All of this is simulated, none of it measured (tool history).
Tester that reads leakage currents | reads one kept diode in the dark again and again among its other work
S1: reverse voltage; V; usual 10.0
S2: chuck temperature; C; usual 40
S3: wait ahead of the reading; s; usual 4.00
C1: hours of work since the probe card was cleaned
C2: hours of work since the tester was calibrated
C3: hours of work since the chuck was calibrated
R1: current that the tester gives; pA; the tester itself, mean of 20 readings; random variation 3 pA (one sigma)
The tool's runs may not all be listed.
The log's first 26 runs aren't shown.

run	hour	S1	S2	S3	C1	C2	C3	R1
27	788.3	1.5	48	1.11	2694	937	779	746.20
28	812.5	1.5	48	1.11	2708	951	793	749.60
29	847.7	1.5	48	0.56	2728	970	813	751.01
30	888.9	19.0	39	1.27	2751	994	836	1268.64
31	926.4	19.0	39	1.27	2772	1015	857	1267.51
32	947.6	19.0	53	0.58	2784	1027	869	3775.14
33	986.2	1.9	40	0.66	2806	1049	891	445.30
34	1006.3	1.9	40	0.66	2817	1060	902	445.67
35	1025.9	16.0	40	5.15	2828	1071	913	1258.74
36	1042.7	10.0	26	0.49	2838	1081	923	307.06
37	1061.6	10.0	26	0.49	2848	1091	933	308.48
38	1091.0	5.5	31	1.24	2865	1108	950	356.14

4 ways to go on from here, each from the tool as it stands after run 38. What would each give?
A	1107.7	5.3	44	0.57	2874	1117	960	?
B	1107.7	10.0	24	4.00	2874	1117	960	?
C	1107.7	13.8	22	0.73	2874	1117	960	?
D	1107.7	3.8	31	2.05	2874	1117	960	?

run	R1
A	1019.06
B	254.32
C	252.33
D	294.46
Without the tool's hidden state the same runs would have given:
run	R1
A	1019.91
B	254.51
C	252.48
D	294.71

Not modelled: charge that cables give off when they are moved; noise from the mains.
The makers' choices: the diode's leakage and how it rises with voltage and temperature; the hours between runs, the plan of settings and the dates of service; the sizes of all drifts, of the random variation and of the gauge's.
